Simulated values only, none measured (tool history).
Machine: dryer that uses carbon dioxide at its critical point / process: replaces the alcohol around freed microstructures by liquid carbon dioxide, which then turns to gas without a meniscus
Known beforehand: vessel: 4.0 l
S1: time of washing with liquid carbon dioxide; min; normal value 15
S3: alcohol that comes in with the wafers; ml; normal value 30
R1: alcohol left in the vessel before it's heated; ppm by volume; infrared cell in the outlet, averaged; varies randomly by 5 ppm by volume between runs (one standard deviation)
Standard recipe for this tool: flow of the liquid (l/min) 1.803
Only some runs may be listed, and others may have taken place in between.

Run 1, hour 0: usual settings. Result: R1 43 ppm by volume.
Run 2, hour 29.7: usual settings but S3 25 ml. Result: R1 32 ppm by volume.
Run 3, hour 46.7: usual settings. Result: R1 39 ppm by volume.
Run 4, hour 62.6: usual settings. Result: R1 44 ppm by volume.
Run 5, hour 93.7: usual settings. Result: R1 56 ppm by volume.
Run 6, hour 108.6: usual settings. Result: R1 47 ppm by volume.
Run 7, hour 128.3: usual settings. Result: R1 40 ppm by volume.
Run 8, hour 151.6: usual settings. Result: R1 39 ppm by volume.
Run 9, hour 178.3: usual settings. Result: R1 41 ppm by volume.
Run 10, hour 191.4: usual settings. Result: R1 55 ppm by volume.
At hour 196.6: inlet filter changed.
Run 11, hour 221.8: usual settings. Result: R1 30 ppm by volume.
Run 12, hour 243.9: usual settings but flow of the liquid (l/min) 2.53. Result: R1 14 ppm by volume.
Run 13, hour 261.1: usual settings but flow of the liquid (l/min) 1.99. Result: R1 19 ppm by volume.
Run 14, hour 289.8: usual settings but S1 12 min, flow of the liquid (l/min) 2.97, S3 70 ml. Result: R1 18 ppm by volume.
Run 15, hour 305.6: usual settings but S1 12 min, flow of the liquid (l/min) 2.97, S3 70 ml. Result: R1 29 ppm by volume.
Run 16, hour 336.4: usual settings but S1 12 min, flow of the liquid (l/min) 1.75, S3 21 ml. Result: R1 85 ppm by volume.
Run 17, hour 368: usual settings but flow of the liquid (l/min) 1.98. Result: R1 29 ppm by volume.
Run 18, hour 395.9: usual settings but S1 22 min, flow of the liquid (l/min) 2.39. Result: R1 5 ppm by volume.
Run 19, hour 425.1: usual settings but flow of the liquid (l/min) 1.27, S3 51 ml. Result: R1 249 ppm by volume.
Run 20, hour 440.3: usual settings but S1 23 min, flow of the liquid (l/min) 2.97. Result: R1 16 ppm by volume.
Run 21, hour 471: usual settings but S1 23 min, flow of the liquid (l/min) 2.97. Result: R1 12 ppm by volume.
Run 22, hour 501.6: usual settings but S1 14 min, flow of the liquid (l/min) 1.3, S3 47 ml. Result: R1 279 ppm by volume.
Run 23, hour 522.8: usual settings but flow of the liquid (l/min) 1.14, S3 29 ml. Result: R1 234 ppm by volume.
Run 24, hour 551.9: usual settings but S1 20 min, flow of the liquid (l/min) 1.14, S3 112 ml. Result: R1 249 ppm by volume.
Run 25, hour 575.1: usual settings but S1 9 min, flow of the liquid (l/min) 1.52, S3 78 ml. Result: R1 1130 ppm by volume.

3 ways to go on from here, each from the tool as it stands after run 25. What would each give?
Run A, hour 597: usual settings but flow of the liquid (l/min) 1.44, S3 119 ml. Result: R1 ?.
Run B, hour 597: usual settings but S1 9 min, flow of the liquid (l/min) 2.83, S3 50 ml. Result: R1 ?.
Run C, hour 597: usual settings but S1 11 min, flow of the liquid (l/min) 1.88, S3 79 ml. Result: R1 ?.

run   R1
  A  337
  B   69
  C  278
What these runs would have given with no unlogged condition in the tool:
run   R1
  A  305
  B   54
  C  251
